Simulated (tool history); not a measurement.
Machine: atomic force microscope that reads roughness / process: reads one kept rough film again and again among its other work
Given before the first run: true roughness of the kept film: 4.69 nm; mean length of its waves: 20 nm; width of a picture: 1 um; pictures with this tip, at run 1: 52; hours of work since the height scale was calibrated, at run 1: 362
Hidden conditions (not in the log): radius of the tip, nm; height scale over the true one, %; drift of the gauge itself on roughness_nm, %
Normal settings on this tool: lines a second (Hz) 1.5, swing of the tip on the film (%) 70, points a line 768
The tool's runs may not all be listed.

run,hour,lines a second (Hz),swing of the tip on the film (%),points a line,pictures with this tip,hours of work since the height scale was calibrated,roughness of the kept film (nm (root mean square))
1,0,1.5,70,768,52,362,2.129
# hour 10.8: new tip fitted
2,22.1,0.78,70,768,18,373,2.631
# hour 55.5: new tip fitted
3,56.6,0.78,70,768,2,391,2.997
4,73.5,0.78,70,768,29,400,2.404
5,95.7,0.78,70,768,65,411,1.911
# hour 98.8: new tip fitted
6,128.9,0.78,70,768,48,428,2.143
# hour 141.4: new tip fitted
7,154.5,0.78,70,768,21,442,2.627
8,172.5,0.78,70,768,49,451,2.225
# hour 187.1: new tip fitted
9,198.6,1.5,70,768,18,465,2.521
10,214.6,1.5,70,768,44,473,2.132
# hour 229.6: new tip fitted
11,244.1,1.86,70,768,23,488,2.363
12,261.7,0.8,70,768,51,497,2.11
# hour 272.6: new tip fitted
13,278.2,1.5,70,515,9,506,2.732
# hour 315.6: new tip fitted
14,315.6,1.5,70,515,0,525,2.898
15,347,1.5,70,515,50,542,2.053
# hour 360.6: new tip fitted
16,382,1.5,77,693,34,560,2.229
# hour 404.1: new tip fitted
17,417.9,1.5,77,693,22,578,2.378
18,435.1,1.5,77,693,50,587,2.01
# hour 447.1: new tip fitted
19,453.1,1.5,77,693,10,596,2.642
# hour 457.5: height scale calibrated on a step standard
20,472.7,1.5,70,885,39,8,2.24
# hour 490.9: new tip fitted
21,501.5,1.22,70,768,17,23,2.588
# hour 512.5: height scale calibrated on a step standard, once more
# hour 534.5: new tip fitted
22,534.5,1.22,70,768,0,11,2.965
23,571.5,0.73,61,682,59,31,1.958
# hour 579.5: new tip fitted
24,591.8,0.61,70,976,19,41,2.62
25,613.3,2.73,70,494,53,52,1.882
# hour 622.7: new tip fitted
26,643.4,2.32,67,511,33,68,2.198
27,663.7,1.45,59,727,65,79,1.994
# hour 666: new tip fitted
28,692.4,0.81,70,768,42,93,2.186
# hour 708.5: new tip fitted
29,720.6,0.81,70,768,19,108,2.592
30,745.8,1.02,57,678,59,121,2.069

Each row is a separate what-if for the run after 30, all from the same tool condition, not one after another. Results?
# hour 751.6: new tip fitted
A,776.9,1.02,79,678,40,137,?
# hour 751.6: new tip fitted
B,776.9,3.19,69,1020,40,137,?
# hour 751.6: new tip fitted
C,776.9,1.5,70,393,40,137,?
# hour 751.6: new tip fitted
D,776.9,1.02,56,633,40,137,?
# hour 751.6: new tip fitted
E,776.9,0.87,70,434,40,137,?

run,roughness of the kept film (nm (root mean square))
A,2.108
B,1.954
C,2.106
D,2.227
E,2.164
What these runs would have given with no unlogged condition in the tool:
run,roughness of the kept film (nm (root mean square))
A,2.938
B,2.724
C,2.932
D,3.104
E,3.017
